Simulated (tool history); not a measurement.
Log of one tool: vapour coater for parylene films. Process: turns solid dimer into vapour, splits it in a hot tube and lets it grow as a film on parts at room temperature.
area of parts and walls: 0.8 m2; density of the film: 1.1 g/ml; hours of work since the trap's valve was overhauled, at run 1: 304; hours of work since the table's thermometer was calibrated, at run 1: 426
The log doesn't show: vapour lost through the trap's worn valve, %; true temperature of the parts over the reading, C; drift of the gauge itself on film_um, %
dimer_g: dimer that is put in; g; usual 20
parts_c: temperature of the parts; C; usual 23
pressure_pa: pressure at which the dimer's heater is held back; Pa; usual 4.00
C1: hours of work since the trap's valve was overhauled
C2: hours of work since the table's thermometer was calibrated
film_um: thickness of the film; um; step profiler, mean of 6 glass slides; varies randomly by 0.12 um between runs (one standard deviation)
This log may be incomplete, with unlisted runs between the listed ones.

run 1 day=0.000 | dimer_g=20 parts_c=23 pressure_pa=4.00 | C1=304 C2=426 | film_um=14.10
run 2 day=0.821 | dimer_g=20 parts_c=23 pressure_pa=4.00 | C1=321 C2=443 | film_um=14.15
run 3 day=1.233 | dimer_g=20 parts_c=23 pressure_pa=4.00 | C1=329 C2=451 | film_um=14.33
run 4 day=1.854 | dimer_g=9 parts_c=23 pressure_pa=4.00 | C1=342 C2=464 | film_um=6.46
run 5 day=2.296 | dimer_g=20 parts_c=23 pressure_pa=4.00 | C1=351 C2=473 | film_um=13.83
run 6 day=3.071 | dimer_g=20 parts_c=23 pressure_pa=4.00 | C1=367 C2=489 | film_um=14.07
run 7 day=3.679 | dimer_g=20 parts_c=23 pressure_pa=4.00 | C1=380 C2=502 | film_um=13.87
run 8 day=4.483 | dimer_g=20 parts_c=19 pressure_pa=4.00 | C1=397 C2=518 | film_um=16.95
run 9 day=5.246 | dimer_g=29 parts_c=19 pressure_pa=4.00 | C1=412 C2=534 | film_um=24.24
run 10 day=5.771 | dimer_g=20 parts_c=15 pressure_pa=4.00 | C1=423 C2=545 | film_um=19.89
run 11 day=6.317 | dimer_g=28 parts_c=23 pressure_pa=4.00 | C1=434 C2=556 | film_um=19.29
run 12 day=6.742 | dimer_g=28 parts_c=23 pressure_pa=4.00 | C1=443 C2=565 | film_um=19.32
run 13 day=7.142 | dimer_g=28 parts_c=23 pressure_pa=4.00 | C1=452 C2=573 | film_um=18.95
run 14 day=7.788 | dimer_g=28 parts_c=23 pressure_pa=4.00 | C1=465 C2=587 | film_um=19.13
run 15 day=8.558 | dimer_g=12 parts_c=16 pressure_pa=5.76 | C1=481 C2=603 | film_um=10.51
run 16 day=9.125 | dimer_g=15 parts_c=31 pressure_pa=4.74 | C1=493 C2=615 | film_um=6.50
run 17 day=9.479 | dimer_g=15 parts_c=31 pressure_pa=4.74 | C1=500 C2=622 | film_um=6.53
run 18 day=10.225 | dimer_g=31 parts_c=26 pressure_pa=7.22 | C1=515 C2=637 | film_um=15.39
run 19 day=10.629 | dimer_g=11 parts_c=16 pressure_pa=7.22 | C1=524 C2=646 | film_um=9.13
run 20 day=11.046 | dimer_g=20 parts_c=23 pressure_pa=3.32 | C1=532 C2=654 | film_um=13.82
run 21 day=11.771 | dimer_g=20 parts_c=23 pressure_pa=3.32 | C1=547 C2=669 | film_um=13.80
run 22 day=12.204 | dimer_g=8 parts_c=26 pressure_pa=8.01 | C1=556 C2=678 | film_um=3.86
run 23 day=13.042 | dimer_g=8 parts_c=20 pressure_pa=2.17 | C1=574 C2=696 | film_um=7.03
run 24 day=13.767 | dimer_g=20 parts_c=23 pressure_pa=4.00 | C1=589 C2=711 | film_um=13.07
-- day=14.021 trap's valve overhauled
run 25 day=14.729 | dimer_g=20 parts_c=23 pressure_pa=4.00 | C1=15 C2=727 | film_um=14.74
run 26 day=15.100 | dimer_g=20 parts_c=23 pressure_pa=4.00 | C1=22 C2=735 | film_um=15.07

Predict each of these 3 candidate next runs independently; none follows another, all start after run 26:
run A day=15.758 | dimer_g=20 parts_c=17 pressure_pa=4.00 | C1=36 C2=748 | film_um=?
run B day=15.758 | dimer_g=16 parts_c=25 pressure_pa=4.22 | C1=36 C2=748 | film_um=?
run C day=15.758 | dimer_g=33 parts_c=30 pressure_pa=6.06 | C1=36 C2=748 | film_um=?

run=A film_um=20.01
run=B film_um=10.68
run=C film_um=15.72
Take away the tool's hidden state, keep each run's random variation, and the runs would have read:
run=A film_um=20.56
run=B film_um=10.98
run=C film_um=16.16

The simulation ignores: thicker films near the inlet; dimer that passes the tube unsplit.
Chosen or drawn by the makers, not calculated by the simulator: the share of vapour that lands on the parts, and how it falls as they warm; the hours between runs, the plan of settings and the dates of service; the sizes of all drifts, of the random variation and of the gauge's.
